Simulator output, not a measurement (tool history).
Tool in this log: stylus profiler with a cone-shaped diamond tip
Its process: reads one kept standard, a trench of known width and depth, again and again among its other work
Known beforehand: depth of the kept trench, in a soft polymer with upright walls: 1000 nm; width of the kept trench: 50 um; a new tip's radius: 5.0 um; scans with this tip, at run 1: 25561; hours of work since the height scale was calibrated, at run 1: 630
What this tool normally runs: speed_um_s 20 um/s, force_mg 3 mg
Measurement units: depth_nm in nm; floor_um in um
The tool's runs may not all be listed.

run     day  speed_um_s  force_mg  scans with this tip  hours of work since the height scale was calibrated  depth_nm  floor_um
  1       0          20         3                25561                                                  630    1011.1     40.04
  2   2.033          20         3                25849                                                  664   1011.16     39.99
  3   6.375          20      2.59                26463                                                  737   1008.86     39.82
  4  10.379          20      2.59                27030                                                  804   1008.56     39.89
  5  12.675          20      2.59                27354                                                  843    1008.8     39.83
  6  15.771          20      2.59                27793                                                  894   1008.28     39.76
  7  19.112          20      2.59                28266                                                  951   1008.29     39.71
  8  23.167          53         3                28839                                                 1018   1009.49     39.48
  9  26.621          20         3                29328                                                 1076   1008.68     39.53
     26.925  -- height scale calibrated on a step standard
 10  30.196          70         3                29831                                                   55   1007.01     39.23
 11  34.492          70         3                30439                                                  127   1006.82      39.2
     36.458  -- height scale calibrated on a step standard, once more
 12  37.654          70         3                30883                                                   20   1014.59     39.13
 13  40.375           9         3                31268                                                   66   1013.81     39.41
 14  44.508           9         3                31853                                                  135   1013.78     39.31
     48.396  -- new tip fitted, height scale calibrated
 15  48.679           8      4.09                   40                                                    5   1017.53     43.97
 16  52.788          24      3.54                  622                                                   74    1015.5     43.78
 17  56.546          24      3.54                 1154                                                  137   1015.23     43.62
 18  58.579          24      3.54                 1441                                                  171   1014.87     43.62
 19  61.529          24      3.54                 1859                                                  220   1014.83     43.52
 20  64.979          41      1.61                 2347                                                  278   1007.68     43.22
 21  69.567          41      1.61                 2996                                                  355    1007.7     43.18
 22  74.004          41      1.13                 3624                                                  429   1005.22     42.99
 23  78.288          10      8.85                 4230                                                  501   1026.53     43.21
 24  82.025          38      1.42                 4759                                                  563   1006.13     42.84
 25  86.367          46      2.09                 5374                                                  636   1008.58      42.7
 26  89.579          11      1.67                 5828                                                  690   1006.47     42.85
 27  91.696          34       2.2                 6128                                                  726   1008.22     42.68
 28  94.125           6      4.65                 6472                                                  766   1015.39     42.76

Each row is a separate what-if for the run after 28, all from the same tool condition, not one after another. Results?
  A  98.346           5      1.29                 7069                                                  837         ?         ?
  B  98.346          18      1.56                 7069                                                  837         ?         ?
  C  98.346          20      6.14                 7069                                                  837         ?         ?

run  depth_nm  floor_um
  A    1004.4     42.72
  B   1005.26     42.59
  C    1019.3     42.63
Had the tool no hidden state, the same runs would have come out as:
run  depth_nm  floor_um
  A   1008.19        44
  B   1009.06     43.87
  C   1023.15     43.91
